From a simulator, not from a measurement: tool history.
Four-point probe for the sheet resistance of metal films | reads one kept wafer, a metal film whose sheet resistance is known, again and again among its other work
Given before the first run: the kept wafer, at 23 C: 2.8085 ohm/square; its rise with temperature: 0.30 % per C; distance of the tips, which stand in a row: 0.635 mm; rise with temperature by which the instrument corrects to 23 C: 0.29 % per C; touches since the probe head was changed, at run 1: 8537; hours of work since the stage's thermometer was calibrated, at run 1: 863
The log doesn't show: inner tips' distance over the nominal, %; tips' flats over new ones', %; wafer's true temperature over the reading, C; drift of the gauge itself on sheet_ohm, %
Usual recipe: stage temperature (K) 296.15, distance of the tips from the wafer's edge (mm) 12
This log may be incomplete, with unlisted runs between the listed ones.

run    hour  stage temperature (K)  distance of the tips from the wafer's edge (mm)  touches since the probe head was changed  hours of work since the stage's thermometer was calibrated  sheet resistance as the instrument gives it (ohm/square)
  1       0                 296.15                                               12                                      8537                                                         863                                                  2.812331
  2    36.7                 296.15                                               12                                      8938                                                         882                                                  2.812917
  3      74                 296.15                                               12                                      9346                                                         901                                                  2.812381
  4   115.9                 296.15                                               12                                      9804                                                         923                                                  2.811951
  5   154.2                 296.15                                               12                                     10223                                                         942                                                  2.812727
  6   182.4                 296.15                                               12                                     10530                                                         957                                                  2.812192
  7   216.9                 296.15                                               12                                     10908                                                         975                                                  2.812683
  8   262.8                 294.15                                               12                                     11410                                                         998                                                  2.811894
  9   299.9                 296.15                                               12                                     11815                                                        1017                                                  2.812799
 10   348.2                 296.15                                               12                                     12343                                                        1042                                                  2.813436
 11   388.8                 296.15                                               12                                     12786                                                        1063                                                  2.812437
 12   425.1                 296.15                                               12                                     13183                                                        1081                                                  2.813263
 13   451.5                 296.15                                               12                                     13472                                                        1095                                                  2.813145
 14   486.7                 304.15                                               12                                     13857                                                        1113                                                  2.815928
 15   513.6                 296.15                                               20                                     14150                                                        1127                                                  2.810574
 16   538.4                 296.15                                               20                                     14422                                                        1140                                                  2.810459
 17   578.7                 296.15                                               20                                     14861                                                        1160                                                  2.812235
 18   602.9                 296.15                                               20                                     15127                                                        1173                                                  2.810907
 19   626.2                 296.15                                               20                                     15381                                                        1185                                                  2.811447
 20   667.3                 296.15                                               21                                     15830                                                        1206                                                  2.810123
 21   703.5                 294.15                                               54                                     16225                                                        1225                                                  2.808999
 22   735.2                 294.15                                               54                                     16572                                                        1241                                                  2.808162
 23   779.7                 294.15                                               54                                     17058                                                        1264                                                  2.808283
 24   802.2                 294.15                                               54                                     17304                                                        1275                                                  2.807616
 25   833.2                 294.15                                               54                                     17644                                                        1291                                                  2.809027
 26   878.2                 294.15                                               54                                     18135                                                        1314                                                  2.808769
 27   918.8                 294.15                                               54                                     18579                                                        1335                                                  2.808778
 28   966.7                 306.15                                               11                                     19102                                                        1360                                                   2.81852
 29  1010.6                 308.15                                               34                                     19583                                                        1382                                                  2.814499
 30  1031.9                 306.15                                               14                                     19815                                                        1393                                                  2.816151
 31    1072                 299.15                                               57                                     20253                                                        1414                                                   2.81104
 32  1102.4                 299.15                                               57                                     20585                                                        1430                                                  2.811648
 33  1129.1                 299.15                                               57                                     20877                                                        1443                                                  2.810935
 34    1167                 299.15                                               57                                     21291                                                        1463                                                  2.811532
 35  1191.3                 300.15                                               20                                     21556                                                        1475                                                  2.812271
 36  1237.3                 302.15                                               16                                     22060                                                        1499                                                  2.815986
 37  1269.5                 305.15                                               18                                     22412                                                        1516                                                  2.816157

Alternative continuations, all from the tool just after run 37; predict every row:
  A  1293.6                 292.15                                                6                                     22676                                                        1528                                                         ?
  B  1293.6                 292.15                                               27                                     22676                                                        1528                                                         ?
  C  1293.6                 308.15                                               15                                     22676                                                        1528                                                         ?

run  sheet resistance as the instrument gives it (ohm/square)
  A                                                  2.825911
  B                                                  2.809821
  C                                                  2.817603
With no hidden state in the tool, these same runs would have given:
run  sheet resistance as the instrument gives it (ohm/square)
  A                                                   2.82411
  B                                                  2.808029
  C                                                  2.815901

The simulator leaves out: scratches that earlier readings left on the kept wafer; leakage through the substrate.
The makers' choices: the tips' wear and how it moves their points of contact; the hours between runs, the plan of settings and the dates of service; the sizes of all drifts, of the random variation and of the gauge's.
